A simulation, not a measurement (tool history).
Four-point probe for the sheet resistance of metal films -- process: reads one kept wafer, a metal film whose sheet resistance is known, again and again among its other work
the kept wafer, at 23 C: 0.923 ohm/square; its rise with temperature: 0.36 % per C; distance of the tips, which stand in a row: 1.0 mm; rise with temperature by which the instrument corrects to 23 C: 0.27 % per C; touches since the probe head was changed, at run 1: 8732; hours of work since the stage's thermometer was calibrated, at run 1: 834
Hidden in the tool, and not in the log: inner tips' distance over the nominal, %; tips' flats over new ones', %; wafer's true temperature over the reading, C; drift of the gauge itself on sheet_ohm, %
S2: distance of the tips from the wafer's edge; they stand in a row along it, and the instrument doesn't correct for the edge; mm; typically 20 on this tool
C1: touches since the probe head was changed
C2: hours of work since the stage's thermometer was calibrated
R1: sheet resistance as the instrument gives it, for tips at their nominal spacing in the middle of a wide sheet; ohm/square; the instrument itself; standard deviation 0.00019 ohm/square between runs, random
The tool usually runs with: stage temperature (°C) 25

{"run": 1, "hour": 0.0, "stage temperature (°C)": 25, "S2": 20, "C1": 8732, "C2": 834, "R1": 0.922082}
{"run": 2, "hour": 16.3, "stage temperature (°C)": 25, "S2": 20, "C1": 8930, "C2": 841, "R1": 0.922359}
{"run": 3, "hour": 28.6, "stage temperature (°C)": 25, "S2": 20, "C1": 9079, "C2": 847, "R1": 0.921864}
{"run": 4, "hour": 44.1, "stage temperature (°C)": 25, "S2": 20, "C1": 9266, "C2": 854, "R1": 0.922303}
{"run": 5, "hour": 63.7, "stage temperature (°C)": 25, "S2": 20, "C1": 9505, "C2": 864, "R1": 0.922492}
{"run": 6, "hour": 74.7, "stage temperature (°C)": 25, "S2": 20, "C1": 9638, "C2": 869, "R1": 0.921992}
{"run": 7, "hour": 97.3, "stage temperature (°C)": 25, "S2": 20, "C1": 9912, "C2": 880, "R1": 0.922051}
{"run": 8, "hour": 114.3, "stage temperature (°C)": 25, "S2": 20, "C1": 10118, "C2": 888, "R1": 0.921979}
{"run": 9, "hour": 124.5, "stage temperature (°C)": 25, "S2": 20, "C1": 10242, "C2": 892, "R1": 0.922105}
{"run": 10, "hour": 137.2, "stage temperature (°C)": 25, "S2": 20, "C1": 10396, "C2": 898, "R1": 0.922271}
{"run": 11, "hour": 157.4, "stage temperature (°C)": 25, "S2": 20, "C1": 10641, "C2": 908, "R1": 0.921983}
{"run": 12, "hour": 172.1, "stage temperature (°C)": 25, "S2": 20, "C1": 10819, "C2": 915, "R1": 0.921853}
{"run": 13, "hour": 186.7, "stage temperature (°C)": 25, "S2": 20, "C1": 10996, "C2": 922, "R1": 0.922075}
{"run": 14, "hour": 196.9, "stage temperature (°C)": 25, "S2": 20, "C1": 11120, "C2": 927, "R1": 0.922199}
{"run": 15, "hour": 207.5, "stage temperature (°C)": 25, "S2": 10, "C1": 11248, "C2": 932, "R1": 0.925332}
{"run": 16, "hour": 223.9, "stage temperature (°C)": 25, "S2": 10, "C1": 11446, "C2": 939, "R1": 0.925587}
{"hour": 225.9, "done": "stage's thermometer calibrated"}
{"run": 17, "hour": 236.7, "stage temperature (°C)": 29, "S2": 57, "C1": 11596, "C2": 5, "R1": 0.923794}
{"run": 18, "hour": 257.9, "stage temperature (°C)": 18, "S2": 57, "C1": 11852, "C2": 15, "R1": 0.915227}
{"run": 19, "hour": 273.0, "stage temperature (°C)": 21, "S2": 8, "C1": 12037, "C2": 22, "R1": 0.925313}
{"run": 20, "hour": 288.9, "stage temperature (°C)": 26, "S2": 53, "C1": 12229, "C2": 30, "R1": 0.921539}
{"hour": 304.4, "done": "stage's thermometer calibrated, once more"}
{"run": 21, "hour": 308.1, "stage temperature (°C)": 23, "S2": 8, "C1": 12456, "C2": 2, "R1": 0.927235}
{"run": 22, "hour": 326.6, "stage temperature (°C)": 30, "S2": 8, "C1": 12680, "C2": 11, "R1": 0.932756}
{"run": 23, "hour": 345.7, "stage temperature (°C)": 28, "S2": 65, "C1": 12911, "C2": 19, "R1": 0.923297}
{"run": 24, "hour": 367.5, "stage temperature (°C)": 30, "S2": 28, "C1": 13176, "C2": 30, "R1": 0.925243}
{"run": 25, "hour": 381.1, "stage temperature (°C)": 19, "S2": 5, "C1": 13341, "C2": 36, "R1": 0.935667}
{"run": 26, "hour": 399.7, "stage temperature (°C)": 18, "S2": 9, "C1": 13566, "C2": 45, "R1": 0.921204}
{"run": 27, "hour": 415.9, "stage temperature (°C)": 18, "S2": 9, "C1": 13763, "C2": 53, "R1": 0.921882}
{"run": 28, "hour": 427.9, "stage temperature (°C)": 18, "S2": 9, "C1": 13909, "C2": 58, "R1": 0.921663}
{"run": 29, "hour": 448.9, "stage temperature (°C)": 18, "S2": 70, "C1": 14162, "C2": 68, "R1": 0.915255}

Branching from run 29: 4 alternative next runs. What would each branch give?
{"run": "A", "hour": 462.6, "stage temperature (°C)": 19, "S2": 15, "C1": 14328, "C2": 75, "R1": "?"}
{"run": "B", "hour": 462.6, "stage temperature (°C)": 22, "S2": 24, "C1": 14328, "C2": 75, "R1": "?"}
{"run": "C", "hour": 462.6, "stage temperature (°C)": 35, "S2": 19, "C1": 14328, "C2": 75, "R1": "?"}
{"run": "D", "hour": 462.6, "stage temperature (°C)": 24, "S2": 5, "C1": 14328, "C2": 75, "R1": "?"}

run=A R1=0.918673
run=B R1=0.919439
run=C R1=0.929926
run=D R1=0.939798
Without the tool's hidden state the same runs would have given:
run=A R1=0.922278
run=B R1=0.923045
run=C R1=0.933566
run=D R1=0.943477
